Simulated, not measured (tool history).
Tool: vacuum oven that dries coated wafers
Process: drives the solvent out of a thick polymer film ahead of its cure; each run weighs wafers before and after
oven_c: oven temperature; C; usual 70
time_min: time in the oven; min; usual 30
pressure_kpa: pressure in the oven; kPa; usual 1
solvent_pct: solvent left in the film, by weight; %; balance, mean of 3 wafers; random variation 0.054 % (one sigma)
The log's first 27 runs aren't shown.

run 28 hour=948.9 | oven_c=60 time_min=46 pressure_kpa=1.59 | solvent_pct=4.09
run 29 hour=970.1 | oven_c=59 time_min=25 pressure_kpa=3.39 | solvent_pct=8.97
run 30 hour=995 | oven_c=70 time_min=21 pressure_kpa=2.85 | solvent_pct=5.04
run 31 hour=1031.4 | oven_c=70 time_min=30 pressure_kpa=1.16 | solvent_pct=2.47
run 32 hour=1070.8 | oven_c=63 time_min=30 pressure_kpa=1 | solvent_pct=4
run 33 hour=1107.5 | oven_c=72 time_min=41 pressure_kpa=1.5 | solvent_pct=1.82
run 34 hour=1140 | oven_c=69 time_min=27 pressure_kpa=1.62 | solvent_pct=3.39
run 35 hour=1166.6 | oven_c=65 time_min=37 pressure_kpa=1.84 | solvent_pct=3.71
run 36 hour=1202.2 | oven_c=65 time_min=37 pressure_kpa=1.84 | solvent_pct=3.8

Run 37 comes next. What will it give?
run 37 hour=1237.6 | oven_c=65 time_min=42 pressure_kpa=3.74 | solvent_pct=?

solvent_pct: 5.72 %
Without the tool's hidden state the same run would have given solvent_pct 5.47 %.
